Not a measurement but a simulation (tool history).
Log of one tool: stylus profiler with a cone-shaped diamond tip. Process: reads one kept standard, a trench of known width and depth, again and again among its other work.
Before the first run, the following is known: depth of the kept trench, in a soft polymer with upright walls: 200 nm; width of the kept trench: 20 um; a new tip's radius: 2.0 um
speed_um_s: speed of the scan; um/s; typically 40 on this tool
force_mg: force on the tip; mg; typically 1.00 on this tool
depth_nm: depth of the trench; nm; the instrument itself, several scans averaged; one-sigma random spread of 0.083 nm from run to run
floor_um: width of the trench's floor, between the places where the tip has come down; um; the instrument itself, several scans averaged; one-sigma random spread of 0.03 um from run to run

run    hour  speed_um_s  force_mg  depth_nm  floor_um
  1     0.0          40      1.00    199.97     17.60
  2   111.6          40      1.94    200.39     17.66
  3   202.4          40      1.94    200.39     17.59
  4   281.5          40      1.94    200.29     17.61
  5   383.5          40      1.94    200.21     17.59
  6   496.3          10      1.94    200.08     17.73
  7   615.6          10      1.94    200.00     17.70
  8   726.2          10      1.94    200.13     17.68
  9   789.9          10      1.94    199.94     17.59
 10   905.6          27      1.00    199.43     17.43
 11   979.2          25      1.00    199.33     17.39
 12  1044.6          40      1.00    199.48     17.30
     1055.3  -- height scale calibrated on a step standard
 13  1165.3          40      1.00    198.86     17.24
 14  1262.3          40      1.00    198.84     17.24
 15  1347.1          40      1.00    198.84     17.22
     1406.5  -- height scale calibrated on a step standard, once more
 16  1436.1          10      1.00    200.99     17.54
 17  1555.0          10      1.00    200.95     17.49
 18  1654.1          10      1.00    200.91     17.45
 19  1755.4         118      1.50    200.96     16.62
 20  1840.3          25      1.37    200.85     17.30
 21  1890.4          25      1.37    200.90     17.27
 22  1955.7          25      1.37    200.91     17.29
 23  2055.6          35      0.39    200.18     16.91
 24  2162.0          35      0.39    200.10     16.97
 25  2253.7          52      2.33    201.21     17.10
 26  2354.6          52      2.33    201.08     17.05
 27  2434.9          52      2.33    201.05     17.06
 28  2527.1          30      1.92    200.78     17.16
 29  2635.6          30      1.92    200.72     17.16
 30  2706.1          30      1.92    200.75     17.08
 31  2797.3          30      1.92    200.62     17.10
 32  2863.3          30      1.92    200.58     17.09
 33  2976.4          30      1.92    200.45     17.04
 34  3026.7          75      0.86    199.79     16.52

Subtracting, for every run, the result it would have given without the tool's unlogged condition from the measured result gives the following. The same run-to-run variation enters both numbers; the gauge's scatter may not:
Unlogged tool condition in this case: radius of the tip, um; height scale over the true one, %; drift of the gauge itself on depth_nm, %; drift of the gauge itself on floor_um, %.
run  depth_nm  floor_um
  1     -0.85     -0.34
  2     -0.92     -0.37
  3     -0.98     -0.39
  4     -1.02     -0.40
  5     -1.09     -0.43
  6     -1.15     -0.46
  7     -1.22     -0.49
  8     -1.29     -0.52
  9     -1.33     -0.53
 10     -1.40     -0.56
 11     -1.44     -0.57
 12     -1.49     -0.58
 13     -1.86     -0.61
 14     -1.92     -0.64
 15     -1.96     -0.65
 16     +0.12     -0.67
 17     +0.06     -0.69
 18     +0.00     -0.72
 19     -0.07     -0.74
 20     -0.11     -0.76
 21     -0.14     -0.77
 22     -0.19     -0.79
 23     -0.24     -0.81
 24     -0.32     -0.82
 25     -0.37     -0.84
 26     -0.43     -0.87
 27     -0.47     -0.88
 28     -0.53     -0.90
 29     -0.60     -0.92
 30     -0.64     -0.93
 31     -0.69     -0.96
 32     -0.74     -0.96
 33     -0.80     -0.99
 34     -0.83     -0.99
